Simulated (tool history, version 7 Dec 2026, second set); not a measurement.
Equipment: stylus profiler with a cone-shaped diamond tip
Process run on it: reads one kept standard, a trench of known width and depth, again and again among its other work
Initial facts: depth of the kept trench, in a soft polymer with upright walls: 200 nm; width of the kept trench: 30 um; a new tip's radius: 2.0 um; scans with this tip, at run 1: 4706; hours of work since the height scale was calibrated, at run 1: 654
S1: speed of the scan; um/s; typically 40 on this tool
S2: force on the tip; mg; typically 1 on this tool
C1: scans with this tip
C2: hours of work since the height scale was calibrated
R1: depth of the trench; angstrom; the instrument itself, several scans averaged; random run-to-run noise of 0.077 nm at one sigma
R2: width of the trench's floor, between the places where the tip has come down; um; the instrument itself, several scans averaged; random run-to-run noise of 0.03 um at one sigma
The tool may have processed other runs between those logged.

run	day	S1	S2	C1	C2	R1	R2
1	0	40	1	4706	654	2009.3	27.78
2	1.246	40	0.99	4801	667	2008.5	27.83
3	2.704	40	1.33	4913	683	2009.9	27.78
4	5.238	40	1.33	5107	710	2009.3	27.79
5	6.575	14	1.33	5210	724	2009.3	27.91
6	7.842	14	1.33	5307	738	2008.9	27.9
7	10.183	68	1	5487	763	2006.4	27.62
8	12.146	68	1	5637	783	2006.5	27.67
9	13.621	68	1	5750	799	2006.7	27.64
10	15.558	40	1	5899	820	2006.7	27.77
11	17.775	40	0.85	6069	843	2005.7	27.67
12	19.688	40	0.85	6215	864	2006.3	27.77
13	20.775	20	1	6299	875	2006.2	27.84
14	22.921	40	1	6464	898	2006.7	27.68
15	24.425	40	1	6579	914	2006.2	27.69
16	25.762	40	1	6681	929	2006.7	27.66
17	27.708	40	1	6831	949	2006.2	27.71
18	29.604	40	0.43	6976	970	2001.4	27.6
19	31.362	40	0.43	7111	988	2001.5	27.49
20	33.262	40	0.43	7257	1009	2001.5	27.55
21	34.367	13	0.65	7341	1020	2003.6	27.77
22	36.021	66	2.32	7468	1038	2013	27.68
23	38.154	71	0.53	7632	1061	2002.4	27.34
24	40.079	71	0.53	7780	1081	2001.8	27.38
# day 40.271: height scale calibrated on a step standard
25	41.738	71	0.53	7905	16	1998.2	27.32
26	43.779	12	0.39	8062	37	1997.2	27.78
27	45.933	11	0.52	8227	60	1997.3	27.76
28	47.133	12	0.38	8319	73	1997	27.69
29	48.579	12	0.36	8430	89	1996.8	27.67
30	49.958	123	0.38	8536	103	1996.9	26.8
# day 50.4: height scale calibrated on a step standard, once more
31	51.204	123	0.38	8630	9	2005.9	26.8
32	53.108	114	0.87	8776	29	2009.8	27.21
33	55.438	114	0.87	8954	54	2008.5	27.15
34	56.512	12	0.76	9037	65	2009.4	27.74
35	58.454	89	0.7	9186	86	2008	27.22
36	60.596	45	1	9350	109	2008.9	27.53
37	62.458	127	0.58	9493	129	2007.4	26.98
38	64.496	19	0.49	9649	150	2006.5	27.62
39	66.825	19	0.49	9828	175	2005	27.63

Difference, measured minus no-hidden-state, one row per run. Run-to-run variation is common to both terms; the gauge's own scatter need not be:
Hidden state at play: radius of the tip, um; height scale over the true one, %; drift of the gauge itself on depth_nm, %; drift of the gauge itself on floor_um, %.
run	R1	R2
1	-2.5	-0.27
2	-2.7	-0.27
3	-2.7	-0.28
4	-2.8	-0.29
5	-2.9	-0.29
6	-3	-0.29
7	-3.1	-0.31
8	-3.2	-0.32
9	-3.3	-0.32
10	-3.4	-0.32
11	-3.6	-0.33
12	-3.7	-0.34
13	-3.7	-0.34
14	-3.9	-0.35
15	-3.9	-0.36
16	-4.1	-0.36
17	-4.1	-0.37
18	-4.2	-0.37
19	-4.4	-0.38
20	-4.5	-0.39
21	-4.5	-0.4
22	-4.6	-0.4
23	-4.8	-0.41
24	-4.9	-0.42
25	-7.7	-0.42
26	-7.8	-0.43
27	-8	-0.44
28	-8	-0.44
29	-8.1	-0.44
30	-8.2	-0.45
31	+0.3	-0.45
32	+0.1	-0.46
33	+0.1	-0.46
34	-0.1	-0.47
35	-0.2	-0.47
36	-0.2	-0.48
37	-0.4	-0.49
38	-0.5	-0.49
39	-0.7	-0.5
